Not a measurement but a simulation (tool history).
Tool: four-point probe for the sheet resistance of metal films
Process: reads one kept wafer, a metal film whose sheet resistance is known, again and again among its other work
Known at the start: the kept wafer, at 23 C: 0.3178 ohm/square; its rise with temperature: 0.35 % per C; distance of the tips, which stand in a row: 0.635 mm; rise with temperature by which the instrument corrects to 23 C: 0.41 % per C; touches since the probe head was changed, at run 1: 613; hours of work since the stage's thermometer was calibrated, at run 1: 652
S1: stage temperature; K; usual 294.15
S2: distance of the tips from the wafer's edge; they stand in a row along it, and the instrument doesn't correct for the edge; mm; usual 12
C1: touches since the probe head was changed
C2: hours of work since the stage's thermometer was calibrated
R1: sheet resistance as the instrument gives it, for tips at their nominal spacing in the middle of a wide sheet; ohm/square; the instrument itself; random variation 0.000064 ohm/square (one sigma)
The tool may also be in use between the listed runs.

run  hour      S1  S2    C1   C2        R1
  1     0  294.15  12   613  652  0.317636
  2  13.2  294.15  12   883  658  0.317619
  3  23.6  294.15   6  1096  663  0.319016
  4  32.2  294.15   6  1270  667   0.31902
  5  45.5  294.15   6  1542  673   0.31904
  6  58.5  294.15   6  1807  679   0.31901
  7  66.6  294.15   6  1972  683  0.319097
  8  83.5  294.15   6  2318  691  0.319023
  9    94  294.15   6  2532  696  0.318998

Forecast run 10:
 10  104.4  293.15  54  2746  701   ?

R1: 0.317368 ohm/square
Without the tool's hidden state the same run would have given R1 0.318346 ohm/square.
